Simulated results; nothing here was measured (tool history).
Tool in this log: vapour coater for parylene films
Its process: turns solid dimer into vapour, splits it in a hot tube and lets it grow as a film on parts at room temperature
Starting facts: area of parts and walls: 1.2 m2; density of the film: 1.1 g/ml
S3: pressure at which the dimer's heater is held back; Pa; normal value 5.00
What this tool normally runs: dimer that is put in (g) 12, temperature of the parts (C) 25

run 1 day=0.000 | dimer_that_is_put_in_(g)=12 temperature_of_the_parts_(C)=25 S3=5.00 | thickness_of_the_film_(nm)=4600
run 2 day=1.021 | dimer_that_is_put_in_(g)=12 temperature_of_the_parts_(C)=20 S3=5.00 | thickness_of_the_film_(nm)=5660
run 3 day=2.975 | dimer_that_is_put_in_(g)=12 temperature_of_the_parts_(C)=25 S3=5.00 | thickness_of_the_film_(nm)=4680
run 4 day=4.900 | dimer_that_is_put_in_(g)=12 temperature_of_the_parts_(C)=25 S3=5.00 | thickness_of_the_film_(nm)=4640
run 5 day=6.233 | dimer_that_is_put_in_(g)=12 temperature_of_the_parts_(C)=25 S3=5.00 | thickness_of_the_film_(nm)=4600
run 6 day=8.025 | dimer_that_is_put_in_(g)=12 temperature_of_the_parts_(C)=25 S3=5.00 | thickness_of_the_film_(nm)=4670
run 7 day=9.646 | dimer_that_is_put_in_(g)=14 temperature_of_the_parts_(C)=25 S3=5.00 | thickness_of_the_film_(nm)=5360
run 8 day=11.104 | dimer_that_is_put_in_(g)=7 temperature_of_the_parts_(C)=25 S3=5.00 | thickness_of_the_film_(nm)=2680
run 9 day=12.000 | dimer_that_is_put_in_(g)=7 temperature_of_the_parts_(C)=25 S3=5.00 | thickness_of_the_film_(nm)=2610
run 10 day=13.208 | dimer_that_is_put_in_(g)=7 temperature_of_the_parts_(C)=25 S3=5.00 | thickness_of_the_film_(nm)=2670
run 11 day=15.225 | dimer_that_is_put_in_(g)=7 temperature_of_the_parts_(C)=25 S3=5.00 | thickness_of_the_film_(nm)=2660
run 12 day=16.400 | dimer_that_is_put_in_(g)=12 temperature_of_the_parts_(C)=25 S3=2.10 | thickness_of_the_film_(nm)=5360
run 13 day=17.379 | dimer_that_is_put_in_(g)=12 temperature_of_the_parts_(C)=25 S3=5.00 | thickness_of_the_film_(nm)=4500
run 14 day=18.617 | dimer_that_is_put_in_(g)=16 temperature_of_the_parts_(C)=25 S3=5.00 | thickness_of_the_film_(nm)=5960
run 15 day=20.383 | dimer_that_is_put_in_(g)=16 temperature_of_the_parts_(C)=25 S3=5.00 | thickness_of_the_film_(nm)=6000
run 16 day=22.033 | dimer_that_is_put_in_(g)=16 temperature_of_the_parts_(C)=25 S3=5.00 | thickness_of_the_film_(nm)=5900
-- day=22.742 trap's valve overhauled
run 17 day=23.779 | dimer_that_is_put_in_(g)=12 temperature_of_the_parts_(C)=25 S3=5.00 | thickness_of_the_film_(nm)=4340
run 18 day=25.308 | dimer_that_is_put_in_(g)=12 temperature_of_the_parts_(C)=25 S3=5.00 | thickness_of_the_film_(nm)=4240
run 19 day=26.217 | dimer_that_is_put_in_(g)=12 temperature_of_the_parts_(C)=25 S3=5.00 | thickness_of_the_film_(nm)=4230
run 20 day=27.562 | dimer_that_is_put_in_(g)=12 temperature_of_the_parts_(C)=25 S3=5.00 | thickness_of_the_film_(nm)=4230
run 21 day=28.379 | dimer_that_is_put_in_(g)=12 temperature_of_the_parts_(C)=25 S3=8.76 | thickness_of_the_film_(nm)=3710
run 22 day=29.521 | dimer_that_is_put_in_(g)=12 temperature_of_the_parts_(C)=25 S3=8.76 | thickness_of_the_film_(nm)=3760
run 23 day=31.012 | dimer_that_is_put_in_(g)=6 temperature_of_the_parts_(C)=34 S3=2.09 | thickness_of_the_film_(nm)=1780
run 24 day=32.775 | dimer_that_is_put_in_(g)=20 temperature_of_the_parts_(C)=22 S3=7.30 | thickness_of_the_film_(nm)=7260
run 25 day=34.433 | dimer_that_is_put_in_(g)=12 temperature_of_the_parts_(C)=25 S3=7.60 | thickness_of_the_film_(nm)=3840
-- day=34.842 trap's valve overhauled, once more
run 26 day=36.417 | dimer_that_is_put_in_(g)=15 temperature_of_the_parts_(C)=24 S3=7.60 | thickness_of_the_film_(nm)=5550
run 27 day=37.842 | dimer_that_is_put_in_(g)=15 temperature_of_the_parts_(C)=24 S3=7.60 | thickness_of_the_film_(nm)=5550
run 28 day=39.483 | dimer_that_is_put_in_(g)=15 temperature_of_the_parts_(C)=24 S3=7.60 | thickness_of_the_film_(nm)=5450
run 29 day=41.175 | dimer_that_is_put_in_(g)=5 temperature_of_the_parts_(C)=19 S3=2.50 | thickness_of_the_film_(nm)=2840
run 30 day=42.333 | dimer_that_is_put_in_(g)=5 temperature_of_the_parts_(C)=19 S3=2.50 | thickness_of_the_film_(nm)=2840
run 31 day=44.242 | dimer_that_is_put_in_(g)=5 temperature_of_the_parts_(C)=19 S3=2.50 | thickness_of_the_film_(nm)=2860
run 32 day=45.696 | dimer_that_is_put_in_(g)=16 temperature_of_the_parts_(C)=25 S3=5.00 | thickness_of_the_film_(nm)=6150
run 33 day=47.125 | dimer_that_is_put_in_(g)=16 temperature_of_the_parts_(C)=25 S3=5.00 | thickness_of_the_film_(nm)=6120
run 34 day=48.054 | dimer_that_is_put_in_(g)=12 temperature_of_the_parts_(C)=25 S3=3.05 | thickness_of_the_film_(nm)=5200
run 35 day=49.538 | dimer_that_is_put_in_(g)=9 temperature_of_the_parts_(C)=25 S3=2.46 | thickness_of_the_film_(nm)=3940
run 36 day=50.471 | dimer_that_is_put_in_(g)=17 temperature_of_the_parts_(C)=25 S3=4.86 | thickness_of_the_film_(nm)=6560
run 37 day=51.962 | dimer_that_is_put_in_(g)=14 temperature_of_the_parts_(C)=27 S3=2.29 | thickness_of_the_film_(nm)=5850
run 38 day=53.654 | dimer_that_is_put_in_(g)=6 temperature_of_the_parts_(C)=18 S3=3.24 | thickness_of_the_film_(nm)=3280
run 39 day=54.546 | dimer_that_is_put_in_(g)=6 temperature_of_the_parts_(C)=23 S3=4.75 | thickness_of_the_film_(nm)=2510
run 40 day=55.808 | dimer_that_is_put_in_(g)=6 temperature_of_the_parts_(C)=23 S3=4.75 | thickness_of_the_film_(nm)=2450
run 41 day=57.642 | dimer_that_is_put_in_(g)=10 temperature_of_the_parts_(C)=25 S3=5.00 | thickness_of_the_film_(nm)=3710
-- day=58.588 table's thermometer calibrated
run 42 day=58.696 | dimer_that_is_put_in_(g)=16 temperature_of_the_parts_(C)=26 S3=7.85 | thickness_of_the_film_(nm)=5510

Forecast run 43:
run 43 day=60.092 | dimer_that_is_put_in_(g)=12 temperature_of_the_parts_(C)=26 S3=9.05 | thickness_of_the_film_(nm)=?

thickness of the film (nm): 3950
If the tool had no hidden condition, the same run with the same run-to-run variation would have returned thickness of the film (nm) 4100.
